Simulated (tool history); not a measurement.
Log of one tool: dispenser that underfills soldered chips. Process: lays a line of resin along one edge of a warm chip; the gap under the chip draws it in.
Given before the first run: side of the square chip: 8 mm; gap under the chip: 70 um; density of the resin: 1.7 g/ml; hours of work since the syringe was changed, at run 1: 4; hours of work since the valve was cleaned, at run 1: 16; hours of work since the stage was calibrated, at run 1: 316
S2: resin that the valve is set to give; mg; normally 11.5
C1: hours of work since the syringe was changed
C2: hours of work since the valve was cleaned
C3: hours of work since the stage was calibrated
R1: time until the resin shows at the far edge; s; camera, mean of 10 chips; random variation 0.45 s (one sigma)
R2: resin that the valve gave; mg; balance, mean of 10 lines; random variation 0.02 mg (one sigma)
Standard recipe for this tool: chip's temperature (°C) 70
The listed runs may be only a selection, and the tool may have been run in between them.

Run 1, hour 0.0: usual settings; C1 4; C2 16; C3 316. Result: R1 39.1 s, R2 11.40 mg.
At hour 2.6: new syringe of resin.
Run 2, hour 6.1: usual settings; C1 2; C2 19; C3 320. Result: R1 35.1 s, R2 11.41 mg.
At hour 12.8: new syringe of resin.
Run 3, hour 14.9: usual settings; C1 1; C2 25; C3 325. Result: R1 34.7 s, R2 11.34 mg.
At hour 22.0: new syringe of resin.
Run 4, hour 26.5: usual settings but S2 12.4 mg; C1 3; C2 32; C3 332. Result: R1 36.6 s, R2 12.17 mg.
At hour 31.2: new syringe of resin.
Run 5, hour 34.6: usual settings but S2 12.4 mg; C1 2; C2 37; C3 337. Result: R1 35.4 s, R2 12.16 mg.
At hour 40.9: new syringe of resin.
Run 6, hour 46.1: usual settings but S2 12.4 mg; C1 3; C2 44; C3 345. Result: R1 37.7 s, R2 12.07 mg.
At hour 50.4: new syringe of resin.
Run 7, hour 56.4: usual settings but S2 12.6 mg; C1 4; C2 51; C3 351. Result: R1 37.7 s, R2 12.21 mg.
At hour 60.2: new syringe of resin.
Run 8, hour 65.4: usual settings but chip's temperature (°C) 75; C1 3; C2 56; C3 357. Result: R1 30.5 s, R2 11.16 mg.
At hour 69.6: new syringe of resin.
Run 9, hour 73.3: usual settings but chip's temperature (°C) 64; C1 2; C2 61; C3 362. Result: R1 45.9 s, R2 11.09 mg.
At hour 79.0: new syringe of resin.
At hour 81.5: dispensing valve cleaned and set on the balance.
Run 10, hour 84.3: usual settings but chip's temperature (°C) 62, S2 9.9 mg; C1 3; C2 2; C3 368. Result: R1 54.4 s, R2 9.91 mg.
At hour 89.5: new syringe of resin.
Run 11, hour 95.2: usual settings but chip's temperature (°C) 62, S2 9.9 mg; C1 4; C2 9; C3 375. Result: R1 55.2 s, R2 9.87 mg.
At hour 98.8: new syringe of resin.
Run 12, hour 101.6: usual settings but chip's temperature (°C) 85, S2 14.1 mg; C1 2; C2 13; C3 379. Result: R1 18.8 s, R2 13.99 mg.
At hour 108.5: new syringe of resin.
Run 13, hour 110.3: usual settings but chip's temperature (°C) 71, S2 12.0 mg; C1 1; C2 18; C3 384. Result: R1 33.1 s, R2 11.90 mg.

Same runs, no hidden state in the tool, same run-to-run variation:
What the log doesn't record here: resin's viscosity, % of fresh resin's; dose that the valve gives, % of what is set; true chip temperature over the reading, C; drift of the gauge itself on fill_s, %; drift of the gauge itself on given_mg, %.
run    R1     R2
  1  33.7  11.49
  2  33.8  11.54
  3  33.4  11.50
  4  33.8  12.39
  5  33.7  12.42
  6  34.5  12.38
  7  33.8  12.58
  8  27.7  11.53
  9  43.5  11.49
 10  49.8   9.92
 11  49.7   9.92
 12  18.0  14.10
 13  31.9  12.03
